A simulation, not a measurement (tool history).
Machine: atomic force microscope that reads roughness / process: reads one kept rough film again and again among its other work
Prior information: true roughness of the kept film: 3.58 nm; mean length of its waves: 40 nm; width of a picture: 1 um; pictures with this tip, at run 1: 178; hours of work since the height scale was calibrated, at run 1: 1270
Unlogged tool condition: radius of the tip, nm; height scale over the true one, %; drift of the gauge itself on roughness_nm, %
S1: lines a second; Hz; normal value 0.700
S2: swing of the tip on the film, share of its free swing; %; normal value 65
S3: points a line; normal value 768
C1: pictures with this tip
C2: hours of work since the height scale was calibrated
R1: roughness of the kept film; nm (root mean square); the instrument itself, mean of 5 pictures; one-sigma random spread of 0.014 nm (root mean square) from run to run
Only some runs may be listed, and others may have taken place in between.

{"run": 1, "day": 0.0, "S1": 0.7, "S2": 65, "S3": 768, "C1": 178, "C2": 1270, "R1": 2.802}
{"run": 2, "day": 2.717, "S1": 0.7, "S2": 65, "S3": 768, "C1": 245, "C2": 1300, "R1": 2.669}
{"day": 3.267, "done": "new tip fitted"}
{"run": 3, "day": 5.742, "S1": 0.7, "S2": 65, "S3": 768, "C1": 60, "C2": 1332, "R1": 3.025}
{"run": 4, "day": 7.783, "S1": 0.7, "S2": 65, "S3": 768, "C1": 110, "C2": 1354, "R1": 2.932}
{"run": 5, "day": 9.779, "S1": 0.7, "S2": 65, "S3": 768, "C1": 159, "C2": 1375, "R1": 2.802}
{"run": 6, "day": 12.75, "S1": 0.7, "S2": 65, "S3": 768, "C1": 232, "C2": 1407, "R1": 2.655}
{"day": 13.854, "done": "new tip fitted"}
{"run": 7, "day": 15.917, "S1": 0.7, "S2": 65, "S3": 768, "C1": 51, "C2": 1441, "R1": 3.039}
{"run": 8, "day": 18.858, "S1": 0.7, "S2": 65, "S3": 768, "C1": 123, "C2": 1472, "R1": 2.845}
{"run": 9, "day": 21.388, "S1": 0.7, "S2": 65, "S3": 768, "C1": 185, "C2": 1499, "R1": 2.728}
{"run": 10, "day": 24.029, "S1": 0.7, "S2": 65, "S3": 768, "C1": 249, "C2": 1528, "R1": 2.595}
{"day": 24.521, "done": "new tip fitted"}
{"run": 11, "day": 27.188, "S1": 0.7, "S2": 65, "S3": 768, "C1": 65, "C2": 1561, "R1": 3.017}
{"run": 12, "day": 30.146, "S1": 0.924, "S2": 65, "S3": 768, "C1": 137, "C2": 1593, "R1": 2.849}
{"run": 13, "day": 32.117, "S1": 0.567, "S2": 74, "S3": 768, "C1": 186, "C2": 1614, "R1": 2.724}
{"run": 14, "day": 33.921, "S1": 0.7, "S2": 87, "S3": 768, "C1": 230, "C2": 1634, "R1": 2.555}
{"day": 35.121, "done": "new tip fitted"}
{"run": 15, "day": 36.658, "S1": 0.605, "S2": 65, "S3": 341, "C1": 37, "C2": 1663, "R1": 3.039}

Run 16 comes next. What will it give?
{"run": 16, "day": 38.217, "S1": 0.605, "S2": 65, "S3": 341, "C1": 75, "C2": 1679, "R1": "?"}

For run 16 the tool returned R1 2.961 nm (root mean square).
Had the tool carried no hidden state, the very same run would have given R1 3.207 nm (root mean square).
